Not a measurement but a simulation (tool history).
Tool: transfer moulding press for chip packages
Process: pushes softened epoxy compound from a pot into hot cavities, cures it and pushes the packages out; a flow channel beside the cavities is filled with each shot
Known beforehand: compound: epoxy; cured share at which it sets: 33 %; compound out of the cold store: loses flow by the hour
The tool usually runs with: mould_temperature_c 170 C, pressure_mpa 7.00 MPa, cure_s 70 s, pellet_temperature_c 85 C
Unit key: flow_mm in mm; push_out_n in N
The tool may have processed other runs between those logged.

| run | hour | mould_temperature_c | pressure_mpa | cure_s | pellet_temperature_c | incoming compound's hours out of the cold store | flow_mm | push_out_n |
|---|---|---|---|---|---|---|---|---|
| 1 | 0.0 | 170 | 7.00 | 70 | 85 | 16.1 | 938 | 363 |
| 2 | 15.1 | 170 | 7.00 | 70 | 85 | 8.7 | 961 | 483 |
| 3 | 33.5 | 170 | 7.00 | 82 | 85 | 18.4 | 904 | 409 |
|  | 38.9 | cavities cleaned with cleaning compound and waxed |
| 4 | 53.3 | 170 | 7.00 | 70 | 85 | 41.3 | 864 | 440 |
| 5 | 70.4 | 170 | 7.00 | 70 | 85 | 13.4 | 929 | 534 |
|  | 78.2 | cavities cleaned with cleaning compound and waxed |
| 6 | 85.7 | 170 | 7.00 | 70 | 85 | 44.2 | 861 | 394 |
| 7 | 95.5 | 170 | 7.00 | 70 | 85 | 29.3 | 873 | 449 |
| 8 | 106.2 | 170 | 7.00 | 70 | 85 | 17.8 | 904 | 523 |
|  | 117.2 | cavities cleaned with cleaning compound and waxed |
| 9 | 126.3 | 170 | 7.00 | 70 | 85 | 15.1 | 914 | 413 |
| 10 | 145.8 | 170 | 7.00 | 81 | 85 | 22.6 | 879 | 377 |
|  | 156.8 | cavities cleaned with cleaning compound and waxed |
| 11 | 162.3 | 170 | 7.00 | 70 | 85 | 28.3 | 867 | 388 |
| 12 | 171.5 | 170 | 7.00 | 102 | 85 | 26.6 | 872 | 281 |
| 13 | 181.8 | 170 | 7.00 | 102 | 85 | 17.6 | 881 | 306 |
|  | 195.5 | cavities cleaned with cleaning compound and waxed |
| 14 | 195.5 | 170 | 7.00 | 102 | 85 | 30.3 | 852 | 214 |
| 15 | 208.2 | 170 | 6.44 | 70 | 76 | 13.2 | 845 | 453 |

Run 16 has not been measured yet. What should we expect?
| 16 | 223.1 | 170 | 6.44 | 70 | 76 | 43.6 | ? | ? |

{"run 16": {"flow_mm": 784, "push_out_n": 512}}
The same run, on a tool lacking any hidden state, would have yielded flow_mm 869 mm, push_out_n 348 N.
